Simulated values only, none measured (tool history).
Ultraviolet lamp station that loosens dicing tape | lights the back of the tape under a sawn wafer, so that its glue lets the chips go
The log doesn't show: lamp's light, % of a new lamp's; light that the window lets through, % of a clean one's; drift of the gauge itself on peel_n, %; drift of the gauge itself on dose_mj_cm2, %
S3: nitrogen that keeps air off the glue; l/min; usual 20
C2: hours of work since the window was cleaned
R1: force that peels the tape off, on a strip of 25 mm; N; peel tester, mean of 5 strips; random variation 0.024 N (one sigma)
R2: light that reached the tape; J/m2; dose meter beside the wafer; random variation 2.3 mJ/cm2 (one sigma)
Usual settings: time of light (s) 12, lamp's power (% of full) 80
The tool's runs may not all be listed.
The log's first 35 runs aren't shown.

run 36 hour=2358.6 | time_of_light_(s)=10 lamp's_power_(%_of_full)=65 S3=13 | hours_of_work_of_the_lamp=1536 C2=100 | R1=4.744 R2=1000
run 37 hour=2434.8 | time_of_light_(s)=13 lamp's_power_(%_of_full)=79 S3=8 | hours_of_work_of_the_lamp=1589 C2=153 | R1=4.024 R2=1510
run 38 hour=2502.2 | time_of_light_(s)=13 lamp's_power_(%_of_full)=79 S3=8 | hours_of_work_of_the_lamp=1636 C2=200 | R1=4.286 R2=1490
run 39 hour=2551.4 | time_of_light_(s)=12 lamp's_power_(%_of_full)=84 S3=20 | hours_of_work_of_the_lamp=1670 C2=234 | R1=2.804 R2=1410
run 40 hour=2631.8 | time_of_light_(s)=11 lamp's_power_(%_of_full)=96 S3=32 | hours_of_work_of_the_lamp=1726 C2=290 | R1=2.057 R2=1380
run 41 hour=2698.7 | time_of_light_(s)=7 lamp's_power_(%_of_full)=80 S3=32 | hours_of_work_of_the_lamp=1772 C2=336 | R1=4.793 R2=700
-- hour=2702.9 window cleaned of glue's vapour
run 42 hour=2744.3 | time_of_light_(s)=22 lamp's_power_(%_of_full)=80 S3=21 | hours_of_work_of_the_lamp=1804 C2=29 | R1=0.820 R2=2570
run 43 hour=2791.6 | time_of_light_(s)=12 lamp's_power_(%_of_full)=79 S3=20 | hours_of_work_of_the_lamp=1836 C2=62 | R1=2.864 R2=1360

Forecast each of these 4 alternatives for the next run:
-- hour=2868.3 lamp changed
run A hour=2868.3 | time_of_light_(s)=12 lamp's_power_(%_of_full)=82 S3=23 | hours_of_work_of_the_lamp=0 C2=114 | R1=? R2=?
-- hour=2868.3 lamp changed
run B hour=2868.3 | time_of_light_(s)=12 lamp's_power_(%_of_full)=79 S3=19 | hours_of_work_of_the_lamp=0 C2=114 | R1=? R2=?
-- hour=2868.3 lamp changed
run C hour=2868.3 | time_of_light_(s)=7 lamp's_power_(%_of_full)=68 S3=6 | hours_of_work_of_the_lamp=0 C2=114 | R1=? R2=?
-- hour=2868.3 lamp changed
run D hour=2868.3 | time_of_light_(s)=11 lamp's_power_(%_of_full)=80 S3=6 | hours_of_work_of_the_lamp=0 C2=114 | R1=? R2=?

run=A R1=1.107 R2=2150
run=B R1=1.441 R2=2100
run=C R1=6.013 R2=990
run=D R1=3.413 R2=1980
Without the tool's hidden state the same runs would have given:
run=A R1=0.957 R2=2290
run=B R1=1.262 R2=2240
run=C R1=5.761 R2=1060
run=D R1=3.156 R2=2110
